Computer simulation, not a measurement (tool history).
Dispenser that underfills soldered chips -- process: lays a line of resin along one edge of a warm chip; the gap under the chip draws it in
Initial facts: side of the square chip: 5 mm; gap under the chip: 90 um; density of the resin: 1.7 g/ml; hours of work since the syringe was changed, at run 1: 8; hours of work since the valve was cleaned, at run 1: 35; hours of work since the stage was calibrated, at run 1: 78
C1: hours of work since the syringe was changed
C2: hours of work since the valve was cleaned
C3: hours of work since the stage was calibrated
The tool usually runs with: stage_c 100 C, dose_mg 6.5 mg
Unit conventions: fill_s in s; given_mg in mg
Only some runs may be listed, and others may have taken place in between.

Run 1, hour 0: usual settings; C1 8; C2 35; C3 78. Result: fill_s 23 s, given_mg 6.35 mg.
At hour 1: new syringe of resin.
Run 2, hour 3.3: usual settings but stage_c 89 C; C1 2; C2 37; C3 80. Result: fill_s 25.5 s, given_mg 6.34 mg.
Run 3, hour 6.3: usual settings but stage_c 89 C, dose_mg 7.03 mg; C1 4; C2 39; C3 82. Result: fill_s 27.5 s, given_mg 6.77 mg.
Run 4, hour 11.5: usual settings; C1 7; C2 42; C3 86. Result: fill_s 20.5 s, given_mg 6.31 mg.
At hour 14.5: new syringe of resin.
Run 5, hour 15.8: usual settings; C1 1; C2 45; C3 88. Result: fill_s 15.2 s, given_mg 6.31 mg.
Run 6, hour 20.6: usual settings but dose_mg 6.24 mg; C1 4; C2 48; C3 92. Result: fill_s 18 s, given_mg 6.02 mg.
Run 7, hour 26.8: usual settings but dose_mg 7.97 mg; C1 8; C2 53; C3 96. Result: fill_s 21.9 s, given_mg 7.65 mg.
At hour 28.1: new syringe of resin.
At hour 32.5: dispensing valve cleaned and set on the balance.
Run 8, hour 33.9: usual settings but dose_mg 8.14 mg; C1 3; C2 1; C3 100. Result: fill_s 17.3 s, given_mg 8.07 mg.
Run 9, hour 37.2: usual settings but dose_mg 8.14 mg; C1 6; C2 3; C3 102. Result: fill_s 19.4 s, given_mg 8.1 mg.
Run 10, hour 41.4: usual settings but dose_mg 8.14 mg; C1 8; C2 6; C3 105. Result: fill_s 22.2 s, given_mg 8.12 mg.
At hour 42.8: new syringe of resin.
Run 11, hour 45.9: usual settings but dose_mg 8.14 mg; C1 2; C2 9; C3 108. Result: fill_s 15.6 s, given_mg 8.15 mg.
Run 12, hour 48.7: usual settings but dose_mg 8.14 mg; C1 4; C2 11; C3 110. Result: fill_s 17.6 s, given_mg 8.02 mg.
Run 13, hour 54.3: usual settings; C1 8; C2 15; C3 114. Result: fill_s 21.5 s, given_mg 6.38 mg.
At hour 56: new syringe of resin.
Run 14, hour 60.7: usual settings; C1 3; C2 19; C3 118. Result: fill_s 17.8 s, given_mg 6.36 mg.
Run 15, hour 65.9: usual settings; C1 7; C2 22; C3 121. Result: fill_s 20.8 s, given_mg 6.4 mg.
At hour 69.4: new syringe of resin.
Run 16, hour 72.3: usual settings but stage_c 108 C, dose_mg 6.61 mg; C1 2; C2 26; C3 125. Result: fill_s 11.2 s, given_mg 6.51 mg.
Run 17, hour 77.1: usual settings but stage_c 110 C, dose_mg 7.49 mg; C1 5; C2 30; C3 129. Result: fill_s 11.8 s, given_mg 7.37 mg.
Run 18, hour 81.7: usual settings but stage_c 101 C; C1 8; C2 33; C3 132. Result: fill_s 20.4 s, given_mg 6.39 mg.
At hour 82.9: new syringe of resin.
Run 19, hour 86.9: usual settings but stage_c 94 C, dose_mg 7.13 mg; C1 3; C2 36; C3 135. Result: fill_s 21.3 s, given_mg 6.95 mg.
Run 20, hour 92.9: usual settings but stage_c 109 C, dose_mg 7.36 mg; C1 7; C2 40; C3 139. Result: fill_s 13.9 s, given_mg 7.17 mg.
At hour 96.6: new syringe of resin.
Run 21, hour 99.9: usual settings but stage_c 102 C, dose_mg 7.67 mg; C1 2; C2 45; C3 144. Result: fill_s 15 s, given_mg 7.43 mg.
Run 22, hour 103.8: usual settings but stage_c 88 C, dose_mg 7.89 mg; C1 5; C2 47; C3 146. Result: fill_s 32.6 s, given_mg 7.64 mg.
At hour 110: new syringe of resin.
Run 23, hour 110.5: usual settings but stage_c 88 C, dose_mg 7.89 mg; C1 0; C2 52; C3 151. Result: fill_s 25.1 s, given_mg 7.6 mg.
Run 24, hour 115.7: usual settings but stage_c 88 C, dose_mg 7.89 mg; C1 4; C2 55; C3 154. Result: fill_s 31 s, given_mg 7.59 mg.
At hour 117: dispensing valve cleaned and set on the balance.
Run 25, hour 121.5: usual settings but stage_c 114 C, dose_mg 8.28 mg; C1 7; C2 3; C3 158. Result: fill_s 11.2 s, given_mg 8.28 mg.
At hour 124.7: new syringe of resin.
Run 26, hour 125.7: usual settings but stage_c 89 C, dose_mg 6.77 mg; C1 1; C2 6; C3 160. Result: fill_s 24.6 s, given_mg 6.71 mg.
Run 27, hour 130.3: usual settings but stage_c 90 C, dose_mg 5.74 mg; C1 4; C2 9; C3 163. Result: fill_s 27.5 s, given_mg 5.68 mg.
Run 28, hour 133.3: usual settings but stage_c 99 C, dose_mg 7.97 mg; C1 6; C2 11; C3 165. Result: fill_s 20.4 s, given_mg 7.94 mg.
Run 29, hour 137.1: usual settings but stage_c 99 C, dose_mg 7.97 mg; C1 8; C2 13; C3 168. Result: fill_s 23.3 s, given_mg 7.92 mg.

Here are 3 independent what-if runs from the current tool condition. What would each one return?
At hour 138.2: new syringe of resin.
Run A, hour 141.3: usual settings but stage_c 106 C, dose_mg 8.48 mg; C1 2; C2 16; C3 171. Result: fill_s ?, given_mg ?.
At hour 138.2: new syringe of resin.
Run B, hour 141.3: usual settings but stage_c 99 C, dose_mg 5.79 mg; C1 2; C2 16; C3 171. Result: fill_s ?, given_mg ?.
At hour 138.2: new syringe of resin.
Run C, hour 141.3: usual settings but dose_mg 5.55 mg; C1 2; C2 16; C3 171. Result: fill_s ?, given_mg ?.

run  fill_s  given_mg
  A    12.3      8.38
  B    17.6      5.74
  C      16      5.51
Take away the tool's hidden state, keep each run's random variation, and the runs would have read:
run  fill_s  given_mg
  A    11.4      8.45
  B    16.2      5.79
  C    14.7      5.56

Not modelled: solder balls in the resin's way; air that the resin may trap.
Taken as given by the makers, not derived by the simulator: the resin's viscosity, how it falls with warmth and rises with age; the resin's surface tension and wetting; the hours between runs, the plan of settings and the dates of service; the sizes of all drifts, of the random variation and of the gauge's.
